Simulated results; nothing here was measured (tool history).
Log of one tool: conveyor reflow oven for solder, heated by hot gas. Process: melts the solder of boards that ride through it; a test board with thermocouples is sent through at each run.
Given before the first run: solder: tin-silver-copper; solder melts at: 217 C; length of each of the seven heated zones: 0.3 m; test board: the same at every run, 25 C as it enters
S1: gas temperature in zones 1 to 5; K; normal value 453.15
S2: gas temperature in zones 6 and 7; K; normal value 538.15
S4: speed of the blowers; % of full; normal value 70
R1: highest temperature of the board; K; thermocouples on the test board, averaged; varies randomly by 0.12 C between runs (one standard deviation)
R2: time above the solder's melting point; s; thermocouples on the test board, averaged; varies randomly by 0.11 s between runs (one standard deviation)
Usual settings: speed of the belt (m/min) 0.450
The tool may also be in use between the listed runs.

Run 1, day 0.000: usual settings. Result: R1 528.25 K, R2 66.5 s.
Run 2, day 0.404: usual settings but S1 460.15 K. Result: R1 528.95 K, R2 69.9 s.
Run 3, day 0.600: usual settings. Result: R1 528.35 K, R2 66.5 s.
Run 4, day 0.979: usual settings. Result: R1 528.15 K, R2 66.5 s.
Run 5, day 1.196: usual settings. Result: R1 528.05 K, R2 66.5 s.
Run 6, day 1.438: usual settings. Result: R1 528.15 K, R2 66.3 s.
Run 7, day 1.808: usual settings but S1 441.15 K. Result: R1 526.55 K, R2 60.9 s.
Run 8, day 2.117: usual settings but speed of the belt (m/min) 0.412. Result: R1 530.15 K, R2 74.5 s.
Run 9, day 2.446: usual settings but speed of the belt (m/min) 0.412. Result: R1 529.95 K, R2 74.6 s.
Run 10, day 2.804: usual settings but S1 459.15 K, S2 529.15 K, speed of the belt (m/min) 0.412, S4 62 % of full. Result: R1 521.45 K, R2 70.9 s.
Run 11, day 3.046: usual settings but S2 542.15 K. Result: R1 531.75 K, R2 68.7 s.
Run 12, day 3.246: usual settings but S2 552.15 K, speed of the belt (m/min) 0.527, S4 52 % of full. Result: R1 532.55 K, R2 57.8 s.
Run 13, day 3.562: usual settings but S1 450.15 K, S2 552.15 K, speed of the belt (m/min) 0.527, S4 54 % of full. Result: R1 532.45 K, R2 56.4 s.
Run 14, day 3.908: usual settings but S1 440.15 K. Result: R1 526.25 K, R2 60.4 s.
Run 15, day 4.096: usual settings but S1 440.15 K. Result: R1 526.35 K, R2 60.4 s.
At day 4.429: belt drive overhauled, speed set with a stopwatch.
Run 16, day 4.629: usual settings but S1 448.15 K, S2 549.15 K. Result: R1 537.35 K, R2 69.2 s.
Run 17, day 4.875: usual settings but S1 465.15 K, S2 532.15 K, speed of the belt (m/min) 0.364, S4 66 % of full. Result: R1 527.25 K, R2 88.6 s.
Run 18, day 5.233: usual settings but S1 465.15 K, S2 532.15 K, speed of the belt (m/min) 0.364, S4 66 % of full. Result: R1 527.15 K, R2 88.6 s.

Table of differences, measured result less the result of that run with no hidden state. Run-to-run variation is the same in both. Gauge scatter possibly is not:
The tool's hidden condition here consists of: heat that the gas passes to the board, % of a clean oven's; belt's true speed, % of the reading; true gas temperature in zones 6 and 7 over the reading, C; drift of the gauge itself on peak_c, C; drift of the gauge itself on liquid_s, %.
run     R1    R2
  1  -0.50  +0.2
  2  -0.50  +0.3
  3  -0.50  +0.3
  4  -0.50  +0.2
  5  -0.50  +0.2
  6  -0.50  +0.2
  7  -0.60  +0.0
  8  -0.40  +0.4
  9  -0.40  +0.4
 10  -0.30  +0.3
 11  -0.60  +0.3
 12  -0.60  +0.3
 13  -0.60  +0.2
 14  -0.70  -0.1
 15  -0.70  +0.0
 16  -0.90  -0.4
 17  -0.30  -0.2
 18  -0.40  -0.2
